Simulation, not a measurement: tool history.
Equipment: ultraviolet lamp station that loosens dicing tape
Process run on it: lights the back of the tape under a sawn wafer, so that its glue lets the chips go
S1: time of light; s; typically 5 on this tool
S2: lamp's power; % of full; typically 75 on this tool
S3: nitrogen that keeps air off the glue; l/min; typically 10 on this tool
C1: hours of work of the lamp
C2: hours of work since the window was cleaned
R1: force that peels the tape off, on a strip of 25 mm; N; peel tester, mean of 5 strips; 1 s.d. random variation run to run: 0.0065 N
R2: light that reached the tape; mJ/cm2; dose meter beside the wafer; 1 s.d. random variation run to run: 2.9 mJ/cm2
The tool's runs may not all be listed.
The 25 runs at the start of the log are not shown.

run,hour,S1,S2,S3,C1,C2,R1,R2
26,273.0,3,75,3,388,343,1.406,214
27,284.0,5,79,9,396,351,0.266,374
28,295.6,5,64,8,404,359,0.431,303
# hour 297.4: window cleaned of glue's vapour
29,304.3,5,64,8,410,5,0.452,293
30,318.0,5,64,8,420,15,0.457,294
# hour 330.3: window cleaned of glue's vapour, once more
31,333.0,5,64,8,430,2,0.401,318
32,341.5,5,79,4,437,8,0.472,388
33,353.8,5,75,4,445,17,0.526,365
34,363.7,5,75,4,452,24,0.510,361
35,376.6,5,94,4,462,33,0.358,461
36,384.9,5,94,4,468,39,0.340,457
37,399.1,8,75,10,478,49,0.146,587
38,414.1,8,76,5,489,60,0.212,584
39,428.9,2,78,15,499,71,0.994,151
40,441.4,2,78,15,508,80,1.020,149
41,449.5,2,65,10,514,85,1.498,123
42,463.8,5,78,10,524,96,0.248,370
43,474.8,9,72,10,532,104,0.152,612
44,488.8,9,72,10,542,114,0.141,614

Alternative continuations, all from the tool just after run 44; predict every row:
A,497.5,2,80,6,548,120,?,?
B,497.5,5,92,15,548,120,?,?
C,497.5,8,75,13,548,120,?,?

run,R1,R2
A,1.500,150
B,0.177,424
C,0.135,564
Had the tool no hidden state, the same runs would have come out as:
run,R1,R2
A,1.213,179
B,0.158,506
C,0.129,672
